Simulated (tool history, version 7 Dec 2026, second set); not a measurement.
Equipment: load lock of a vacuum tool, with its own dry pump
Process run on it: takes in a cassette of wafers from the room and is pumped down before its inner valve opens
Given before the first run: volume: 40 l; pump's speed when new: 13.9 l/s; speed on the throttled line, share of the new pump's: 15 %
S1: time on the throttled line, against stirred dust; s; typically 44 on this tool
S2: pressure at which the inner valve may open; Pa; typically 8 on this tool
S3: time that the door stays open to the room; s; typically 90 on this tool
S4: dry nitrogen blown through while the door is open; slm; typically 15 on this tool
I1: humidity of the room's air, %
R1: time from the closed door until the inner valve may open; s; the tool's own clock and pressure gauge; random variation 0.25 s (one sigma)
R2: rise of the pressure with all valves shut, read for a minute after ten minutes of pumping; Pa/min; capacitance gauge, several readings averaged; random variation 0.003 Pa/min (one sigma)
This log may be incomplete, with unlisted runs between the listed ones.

run 1 day=0.000 | S1=44 S2=8 S3=90 S4=15 | I1=44.9 | R1=66.7 R2=0.131
run 2 day=6.938 | S1=44 S2=8 S3=90 S4=15 | I1=43.4 | R1=66.8 R2=0.127
run 3 day=13.171 | S1=75 S2=8 S3=90 S4=15 | I1=43.0 | R1=92.9 R2=0.141
run 4 day=24.321 | S1=29 S2=8 S3=90 S4=15 | I1=43.9 | R1=54.6 R2=0.146
run 5 day=33.938 | S1=29 S2=8 S3=90 S4=15 | I1=46.3 | R1=54.8 R2=0.156
run 6 day=44.604 | S1=44 S2=8 S3=37 S4=15 | I1=43.8 | R1=67.4 R2=0.141
run 7 day=50.742 | S1=44 S2=8 S3=37 S4=15 | I1=47.1 | R1=67.1 R2=0.145
run 8 day=56.292 | S1=44 S2=8 S3=37 S4=15 | I1=44.6 | R1=67.2 R2=0.155
run 9 day=66.225 | S1=44 S2=8 S3=90 S4=15 | I1=47.7 | R1=67.5 R2=0.188
run 10 day=74.904 | S1=44 S2=8 S3=90 S4=15 | I1=45.2 | R1=66.9 R2=0.187
run 11 day=80.796 | S1=44 S2=8 S3=90 S4=15 | I1=46.7 | R1=67.7 R2=0.197
run 12 day=89.983 | S1=44 S2=8 S3=90 S4=15 | I1=46.5 | R1=67.7 R2=0.207
run 13 day=97.542 | S1=44 S2=16 S3=90 S4=15 | I1=47.3 | R1=65.3 R2=0.217
run 14 day=103.246 | S1=44 S2=16 S3=90 S4=15 | I1=47.2 | R1=64.9 R2=0.217
run 15 day=113.238 | S1=44 S2=16 S3=90 S4=15 | I1=47.6 | R1=65.2 R2=0.238
run 16 day=123.388 | S1=44 S2=16 S3=90 S4=15 | I1=44.3 | R1=65.6 R2=0.247
run 17 day=128.879 | S1=44 S2=16 S3=90 S4=15 | I1=46.5 | R1=65.8 R2=0.252
run 18 day=133.412 | S1=44 S2=16 S3=90 S4=15 | I1=47.4 | R1=64.8 R2=0.250
run 19 day=138.442 | S1=44 S2=16 S3=211 S4=15 | I1=41.3 | R1=65.2 R2=0.284
run 20 day=146.179 | S1=46 S2=7 S3=176 S4=15 | I1=43.7 | R1=70.7 R2=0.285
run 21 day=152.279 | S1=46 S2=7 S3=176 S4=15 | I1=46.9 | R1=70.3 R2=0.299
run 22 day=162.542 | S1=58 S2=8 S3=90 S4=7 | I1=43.0 | R1=79.7 R2=0.293

Run 23 comes next. What will it give?
run 23 day=168.938 | S1=58 S2=6 S3=90 S4=7 | I1=40.5 | R1=? R2=?

Run 23 produced R1 80.5 s, R2 0.303 Pa/min.
Without the tool's hidden state the same run would have given R1 77.4 s, R2 0.051 Pa/min.
